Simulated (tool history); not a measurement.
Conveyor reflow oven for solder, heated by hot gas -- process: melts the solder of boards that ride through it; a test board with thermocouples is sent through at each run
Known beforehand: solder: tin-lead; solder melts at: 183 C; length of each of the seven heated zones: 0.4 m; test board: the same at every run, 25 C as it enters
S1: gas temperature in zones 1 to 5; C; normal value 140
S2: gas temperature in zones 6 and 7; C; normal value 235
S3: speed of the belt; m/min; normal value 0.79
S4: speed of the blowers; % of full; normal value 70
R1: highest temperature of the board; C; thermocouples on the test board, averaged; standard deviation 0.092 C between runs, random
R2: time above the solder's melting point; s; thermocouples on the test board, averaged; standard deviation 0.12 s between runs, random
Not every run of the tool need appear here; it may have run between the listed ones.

run   hour   S1   S2     S3  S4      R1    R2
  1      0  140  235   0.79  70  218.36  47.6
  2   31.1  132  235   0.79  70  216.94  44.3
  3   76.2  132  235   0.79  70  216.76  44.4
  4  106.8  132  235   0.79  70   216.6  44.1
  5  158.9  140  243   0.79  70  225.06  51.2
  6  204.7  140  243   0.79  70  225.13  51.5
  7  235.5  140  243   0.79  70  225.03  51.4
  8  291.8  140  243   0.79  70  225.09  51.2
  9  331.6  140  235   0.79  70  218.18  47.3
 10  377.6  140  235   0.79  70  218.08  47.5
     423.3  -- flux residue cleaned out of gas plates and filters
 11  424.6  140  235   0.79  70  219.33  48.7
 12  462.4  140  235   0.79  70  219.43  48.4
 13  496.7  147  235   0.79  70  220.67  51.3
 14  546.7  147  235   0.79  70  220.51  51.3
 15  573.1  147  235   0.79  73  221.05    52
 16  597.9  151  246  0.769  83   233.5  60.5
     617.1  -- belt drive overhauled, speed set with a stopwatch
 17  634.1  151  246  0.769  83  233.49  60.9
 18  664.6  151  246  0.769  83  233.48  60.8
 19  713.2  130  235   0.79  50  212.97  40.9
 20  763.6  130  235   0.79  50  213.05  41.5
 21  803.9  131  235  0.885  83  215.49  38.9
 22  850.7  126  241  0.885  83  219.56    40
 23  893.3  134  226   0.77  79  212.36  44.6

For run 24, what comes out?
 24  937.5  145  235  0.79  70   ?   ?

{"run 24": {"R1": 220.11, "R2": 51.1}}
Were there no unlogged condition in the tool, this run, its random variation unchanged, would have produced R1 218.53 C, R2 48.2 s.
